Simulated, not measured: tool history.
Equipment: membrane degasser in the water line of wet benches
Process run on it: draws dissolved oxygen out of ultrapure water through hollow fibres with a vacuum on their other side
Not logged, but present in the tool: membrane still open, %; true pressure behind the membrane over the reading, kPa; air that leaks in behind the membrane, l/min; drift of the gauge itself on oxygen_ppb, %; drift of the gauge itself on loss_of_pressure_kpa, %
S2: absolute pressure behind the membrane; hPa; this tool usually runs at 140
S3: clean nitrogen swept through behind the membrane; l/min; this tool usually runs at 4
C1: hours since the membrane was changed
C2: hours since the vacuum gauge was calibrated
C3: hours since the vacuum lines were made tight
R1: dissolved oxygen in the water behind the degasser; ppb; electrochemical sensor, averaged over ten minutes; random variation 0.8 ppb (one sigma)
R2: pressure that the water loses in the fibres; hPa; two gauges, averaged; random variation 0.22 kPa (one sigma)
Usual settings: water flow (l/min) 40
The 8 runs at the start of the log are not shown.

{"run": 9, "hour": 753.1, "water flow (l/min)": 34, "S2": 140, "S3": 4, "C1": 2974, "C2": 753, "C3": 2201, "R1": 217.3, "R2": 469.8}
{"run": 10, "hour": 883.0, "water flow (l/min)": 34, "S2": 140, "S3": 4, "C1": 3104, "C2": 883, "C3": 2331, "R1": 218.1, "R2": 472.7}
{"run": 11, "hour": 996.4, "water flow (l/min)": 34, "S2": 140, "S3": 4, "C1": 3218, "C2": 996, "C3": 2444, "R1": 217.7, "R2": 472}
{"run": 12, "hour": 1106.6, "water flow (l/min)": 34, "S2": 140, "S3": 4, "C1": 3328, "C2": 1107, "C3": 2554, "R1": 217.5, "R2": 477.8}
{"run": 13, "hour": 1182.1, "water flow (l/min)": 34, "S2": 140, "S3": 4, "C1": 3403, "C2": 1182, "C3": 2630, "R1": 219.7, "R2": 475}
{"run": 14, "hour": 1324.8, "water flow (l/min)": 34, "S2": 140, "S3": 4, "C1": 3546, "C2": 1325, "C3": 2772, "R1": 216.6, "R2": 476.4}
{"run": 15, "hour": 1464.8, "water flow (l/min)": 40, "S2": 140, "S3": 4, "C1": 3686, "C2": 1465, "C3": 2912, "R1": 254.9, "R2": 563.5}
{"run": 16, "hour": 1531.4, "water flow (l/min)": 40, "S2": 129, "S3": 4, "C1": 3753, "C2": 1531, "C3": 2979, "R1": 230.5, "R2": 561.8}
{"run": 17, "hour": 1644.1, "water flow (l/min)": 30, "S2": 304, "S3": 6.82, "C1": 3865, "C2": 1644, "C3": 3092, "R1": 288.3, "R2": 421.6}
{"run": 18, "hour": 1734.6, "water flow (l/min)": 37, "S2": 135, "S3": 6.31, "C1": 3956, "C2": 1735, "C3": 3182, "R1": 149.4, "R2": 521.4}
{"run": 19, "hour": 1853.9, "water flow (l/min)": 61, "S2": 140, "S3": 1.82, "C1": 4075, "C2": 1854, "C3": 3301, "R1": 712.4, "R2": 861}
{"run": 20, "hour": 1969.9, "water flow (l/min)": 34, "S2": 87, "S3": 1.82, "C1": 4191, "C2": 1970, "C3": 3417, "R1": 230.5, "R2": 485.9}
{"run": 21, "hour": 2065.2, "water flow (l/min)": 45, "S2": 87, "S3": 1.82, "C1": 4286, "C2": 2065, "C3": 3513, "R1": 295.2, "R2": 634.9}
{"run": 22, "hour": 2207.5, "water flow (l/min)": 49, "S2": 140, "S3": 4, "C1": 4429, "C2": 2208, "C3": 3655, "R1": 307.7, "R2": 690.8}
{"run": 23, "hour": 2266.9, "water flow (l/min)": 43, "S2": 96, "S3": 2.13, "C1": 4488, "C2": 2267, "C3": 3714, "R1": 289.9, "R2": 610.8}
{"run": 24, "hour": 2342.8, "water flow (l/min)": 43, "S2": 117, "S3": 2.13, "C1": 4564, "C2": 2343, "C3": 3790, "R1": 379.1, "R2": 607.2}
{"run": 25, "hour": 2441.4, "water flow (l/min)": 43, "S2": 117, "S3": 2.13, "C1": 4662, "C2": 2441, "C3": 3889, "R1": 377.6, "R2": 607}
{"run": 26, "hour": 2509.3, "water flow (l/min)": 43, "S2": 117, "S3": 2.13, "C1": 4730, "C2": 2509, "C3": 3957, "R1": 376.4, "R2": 609.8}
{"run": 27, "hour": 2621.4, "water flow (l/min)": 43, "S2": 117, "S3": 7.52, "C1": 4842, "C2": 2621, "C3": 4069, "R1": 123.7, "R2": 610.5}
{"run": 28, "hour": 2686.9, "water flow (l/min)": 57, "S2": 319, "S3": 1.84, "C1": 4908, "C2": 2687, "C3": 4134, "R1": 1593.2, "R2": 814.4}
{"run": 29, "hour": 2820.9, "water flow (l/min)": 35, "S2": 319, "S3": 1.84, "C1": 5042, "C2": 2821, "C3": 4268, "R1": 1100.2, "R2": 499.4}
{"run": 30, "hour": 2931.5, "water flow (l/min)": 35, "S2": 319, "S3": 1.84, "C1": 5153, "C2": 2932, "C3": 4379, "R1": 1098.5, "R2": 498.7}
{"run": 31, "hour": 3051.9, "water flow (l/min)": 52, "S2": 205, "S3": 1.99, "C1": 5273, "C2": 3052, "C3": 4499, "R1": 903, "R2": 743.3}
{"hour": 3104.4, "done": "seals of the vacuum lines changed"}
{"run": 32, "hour": 3118.1, "water flow (l/min)": 29, "S2": 144, "S3": 2.72, "C1": 5337, "C2": 3116, "C3": 14, "R1": 277.1, "R2": 414.5}

Consider 4 possible next runs. They are alternatives, not a sequence: every one starts from the tool as it was left by run 32. What does each give?
{"run": "A", "hour": 3220.5, "water flow (l/min)": 29, "S2": 145, "S3": 3.12, "C1": 5440, "C2": 3218, "C3": 116, "R1": "?", "R2": "?"}
{"run": "B", "hour": 3220.5, "water flow (l/min)": 40, "S2": 336, "S3": 6.66, "C1": 5440, "C2": 3218, "C3": 116, "R1": "?", "R2": "?"}
{"run": "C", "hour": 3220.5, "water flow (l/min)": 29, "S2": 180, "S3": 2.72, "C1": 5440, "C2": 3218, "C3": 116, "R1": "?", "R2": "?"}
{"run": "D", "hour": 3220.5, "water flow (l/min)": 45, "S2": 157, "S3": 1.89, "C1": 5440, "C2": 3218, "C3": 116, "R1": "?", "R2": "?"}

run=A R1=247.3 R2=415
run=B R1=427.9 R2=572.7
run=C R1=361.9 R2=415.9
run=D R1=619.1 R2=639.1
Stripped of hidden state, with their random variation kept, the same runs would have yielded:
run=A R1=244 R2=394.4
run=B R1=424.6 R2=544.2
run=C R1=358.2 R2=395.3
run=D R1=611.6 R2=607.3

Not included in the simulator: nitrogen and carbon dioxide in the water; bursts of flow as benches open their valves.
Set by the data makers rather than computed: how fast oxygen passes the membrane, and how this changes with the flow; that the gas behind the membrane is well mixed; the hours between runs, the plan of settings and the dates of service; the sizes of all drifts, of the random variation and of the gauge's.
